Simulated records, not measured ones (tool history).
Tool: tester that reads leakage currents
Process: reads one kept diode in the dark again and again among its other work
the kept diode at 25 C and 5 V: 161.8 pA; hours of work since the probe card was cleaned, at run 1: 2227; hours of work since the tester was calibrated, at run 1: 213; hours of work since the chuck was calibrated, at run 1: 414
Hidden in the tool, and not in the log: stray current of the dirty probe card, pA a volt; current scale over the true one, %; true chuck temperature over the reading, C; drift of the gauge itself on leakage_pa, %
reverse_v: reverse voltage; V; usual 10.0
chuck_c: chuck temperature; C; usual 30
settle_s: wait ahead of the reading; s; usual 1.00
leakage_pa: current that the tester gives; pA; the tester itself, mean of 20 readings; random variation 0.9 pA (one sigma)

| run | day | reverse_v | chuck_c | settle_s | hours of work since the probe card was cleaned | hours of work since the tester was calibrated | hours of work since the chuck was calibrated | leakage_pa |
|---|---|---|---|---|---|---|---|---|
| 1 | 0.000 | 10.0 | 30 | 1.00 | 2227 | 213 | 414 | 316.96 |
| 2 | 6.492 | 10.0 | 24 | 1.00 | 2339 | 324 | 526 | 209.03 |
|  | 9.412 | probe card cleaned and baked |
| 3 | 14.467 | 2.7 | 24 | 1.00 | 87 | 459 | 661 | 131.29 |
| 4 | 22.296 | 4.1 | 24 | 1.00 | 221 | 594 | 795 | 154.08 |
| 5 | 29.821 | 10.0 | 30 | 1.00 | 350 | 723 | 924 | 333.46 |
| 6 | 33.529 | 10.0 | 30 | 1.00 | 414 | 787 | 988 | 336.98 |
| 7 | 39.471 | 10.0 | 30 | 1.00 | 516 | 889 | 1090 | 339.95 |
| 8 | 45.546 | 10.0 | 50 | 2.38 | 620 | 993 | 1194 | 1327.35 |
| 9 | 53.417 | 10.0 | 50 | 2.38 | 756 | 1128 | 1329 | 1338.11 |
|  | 56.667 | chuck's temperature calibrated |
| 10 | 62.204 | 2.8 | 30 | 0.57 | 905 | 1277 | 95 | 195.59 |
| 11 | 69.625 | 4.5 | 29 | 1.38 | 1032 | 1405 | 222 | 216.03 |
| 12 | 76.625 | 2.1 | 29 | 1.38 | 1153 | 1525 | 343 | 168.59 |
| 13 | 82.212 | 10.0 | 47 | 0.88 | 1248 | 1621 | 439 | 1007.36 |
| 14 | 90.983 | 1.5 | 36 | 0.53 | 1399 | 1772 | 589 | 254.12 |

Forecast each of these 4 alternatives for the next run:
| A | 99.575 | 10.0 | 44 | 1.24 | 1547 | 1919 | 737 | ? |
| B | 99.575 | 3.0 | 47 | 1.55 | 1547 | 1919 | 737 | ? |
| C | 99.575 | 3.2 | 56 | 2.99 | 1547 | 1919 | 737 | ? |
| D | 99.575 | 3.0 | 30 | 0.46 | 1547 | 1919 | 737 | ? |

| run | leakage_pa |
|---|---|
| A | 847.79 |
| B | 683.94 |
| C | 1236.58 |
| D | 214.22 |
Without the tool's hidden state the same runs would have given:
| run | leakage_pa |
|---|---|
| A | 791.34 |
| B | 640.52 |
| C | 1163.05 |
| D | 198.56 |

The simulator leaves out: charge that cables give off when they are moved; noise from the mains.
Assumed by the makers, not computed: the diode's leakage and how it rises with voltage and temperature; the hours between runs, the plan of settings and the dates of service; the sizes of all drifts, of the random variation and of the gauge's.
